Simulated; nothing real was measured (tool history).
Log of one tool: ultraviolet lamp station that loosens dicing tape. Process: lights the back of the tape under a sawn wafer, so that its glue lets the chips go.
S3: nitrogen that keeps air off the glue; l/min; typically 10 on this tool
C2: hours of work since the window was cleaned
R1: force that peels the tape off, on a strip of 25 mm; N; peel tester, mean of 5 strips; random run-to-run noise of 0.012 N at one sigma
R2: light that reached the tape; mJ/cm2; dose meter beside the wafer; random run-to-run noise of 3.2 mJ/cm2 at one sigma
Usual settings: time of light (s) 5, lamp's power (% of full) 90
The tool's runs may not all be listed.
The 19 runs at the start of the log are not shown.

{"run": 20, "day": 30.517, "time of light (s)": 9, "lamp's power (% of full)": 90, "S3": 10, "hours of work of the lamp": 206, "C2": 126, "R1": 0.279, "R2": 908}
{"run": 21, "day": 32.283, "time of light (s)": 9, "lamp's power (% of full)": 90, "S3": 10, "hours of work of the lamp": 239, "C2": 160, "R1": 0.297, "R2": 903}
{"run": 22, "day": 33.8, "time of light (s)": 5, "lamp's power (% of full)": 88, "S3": 10, "hours of work of the lamp": 268, "C2": 188, "R1": 0.604, "R2": 488}
{"run": 23, "day": 35.083, "time of light (s)": 5, "lamp's power (% of full)": 88, "S3": 10, "hours of work of the lamp": 292, "C2": 213, "R1": 0.603, "R2": 491}
{"run": 24, "day": 36.892, "time of light (s)": 9, "lamp's power (% of full)": 83, "S3": 10, "hours of work of the lamp": 327, "C2": 247, "R1": 0.295, "R2": 823}
{"run": 25, "day": 37.908, "time of light (s)": 3, "lamp's power (% of full)": 77, "S3": 10, "hours of work of the lamp": 346, "C2": 266, "R1": 1.448, "R2": 257}
{"run": 26, "day": 39.192, "time of light (s)": 2, "lamp's power (% of full)": 90, "S3": 16, "hours of work of the lamp": 370, "C2": 290, "R1": 1.582, "R2": 199}
{"run": 27, "day": 40.404, "time of light (s)": 2, "lamp's power (% of full)": 90, "S3": 16, "hours of work of the lamp": 393, "C2": 313, "R1": 1.587, "R2": 202}
{"run": 28, "day": 42.654, "time of light (s)": 2, "lamp's power (% of full)": 90, "S3": 16, "hours of work of the lamp": 435, "C2": 356, "R1": 1.623, "R2": 200}
{"run": 29, "day": 43.742, "time of light (s)": 6, "lamp's power (% of full)": 69, "S3": 10, "hours of work of the lamp": 456, "C2": 376, "R1": 0.654, "R2": 461}
{"run": 30, "day": 45.358, "time of light (s)": 6, "lamp's power (% of full)": 69, "S3": 10, "hours of work of the lamp": 487, "C2": 407, "R1": 0.645, "R2": 463}
{"run": 31, "day": 47.429, "time of light (s)": 2, "lamp's power (% of full)": 78, "S3": 15, "hours of work of the lamp": 526, "C2": 446, "R1": 1.915, "R2": 174}
{"run": 32, "day": 49.571, "time of light (s)": 2, "lamp's power (% of full)": 78, "S3": 15, "hours of work of the lamp": 566, "C2": 487, "R1": 1.85, "R2": 176}
{"run": 33, "day": 50.658, "time of light (s)": 8, "lamp's power (% of full)": 78, "S3": 15, "hours of work of the lamp": 587, "C2": 507, "R1": 0.309, "R2": 691}
{"day": 51.175, "done": "window cleaned of glue's vapour"}
{"run": 34, "day": 51.942, "time of light (s)": 5, "lamp's power (% of full)": 72, "S3": 5, "hours of work of the lamp": 611, "C2": 14, "R1": 1.176, "R2": 401}
{"run": 35, "day": 53.808, "time of light (s)": 5, "lamp's power (% of full)": 68, "S3": 16, "hours of work of the lamp": 646, "C2": 50, "R1": 0.691, "R2": 384}
{"run": 36, "day": 54.917, "time of light (s)": 5, "lamp's power (% of full)": 68, "S3": 4, "hours of work of the lamp": 667, "C2": 71, "R1": 1.468, "R2": 376}
{"run": 37, "day": 56.742, "time of light (s)": 4, "lamp's power (% of full)": 87, "S3": 4, "hours of work of the lamp": 702, "C2": 105, "R1": 1.349, "R2": 386}
{"day": 58.975, "done": "lamp changed"}
{"run": 38, "day": 58.975, "time of light (s)": 3, "lamp's power (% of full)": 65, "S3": 10, "hours of work of the lamp": 0, "C2": 147, "R1": 1.774, "R2": 220}
{"run": 39, "day": 61.196, "time of light (s)": 10, "lamp's power (% of full)": 72, "S3": 9, "hours of work of the lamp": 42, "C2": 189, "R1": 0.317, "R2": 797}
{"run": 40, "day": 63.404, "time of light (s)": 10, "lamp's power (% of full)": 72, "S3": 9, "hours of work of the lamp": 84, "C2": 231, "R1": 0.314, "R2": 811}
{"run": 41, "day": 65.612, "time of light (s)": 10, "lamp's power (% of full)": 61, "S3": 12, "hours of work of the lamp": 126, "C2": 272, "R1": 0.351, "R2": 681}
{"run": 42, "day": 66.579, "time of light (s)": 5, "lamp's power (% of full)": 100, "S3": 10, "hours of work of the lamp": 144, "C2": 291, "R1": 0.49, "R2": 562}
{"run": 43, "day": 67.588, "time of light (s)": 5, "lamp's power (% of full)": 90, "S3": 12, "hours of work of the lamp": 163, "C2": 310, "R1": 0.499, "R2": 500}
{"run": 44, "day": 68.617, "time of light (s)": 5, "lamp's power (% of full)": 99, "S3": 9, "hours of work of the lamp": 182, "C2": 329, "R1": 0.521, "R2": 552}

3 ways to go on from here, each from the tool as it stands after run 44. What would each give?
{"run": "A", "day": 69.642, "time of light (s)": 5, "lamp's power (% of full)": 65, "S3": 17, "hours of work of the lamp": 202, "C2": 349, "R1": "?", "R2": "?"}
{"run": "B", "day": 69.642, "time of light (s)": 3, "lamp's power (% of full)": 86, "S3": 10, "hours of work of the lamp": 202, "C2": 349, "R1": "?", "R2": "?"}
{"run": "C", "day": 69.642, "time of light (s)": 5, "lamp's power (% of full)": 81, "S3": 9, "hours of work of the lamp": 202, "C2": 349, "R1": "?", "R2": "?"}

run=A R1=0.712 R2=360
run=B R1=1.234 R2=290
run=C R1=0.725 R2=452
Had the tool no hidden state, the same runs would have come out as:
run=A R1=0.710 R2=360
run=B R1=1.232 R2=290
run=C R1=0.723 R2=452
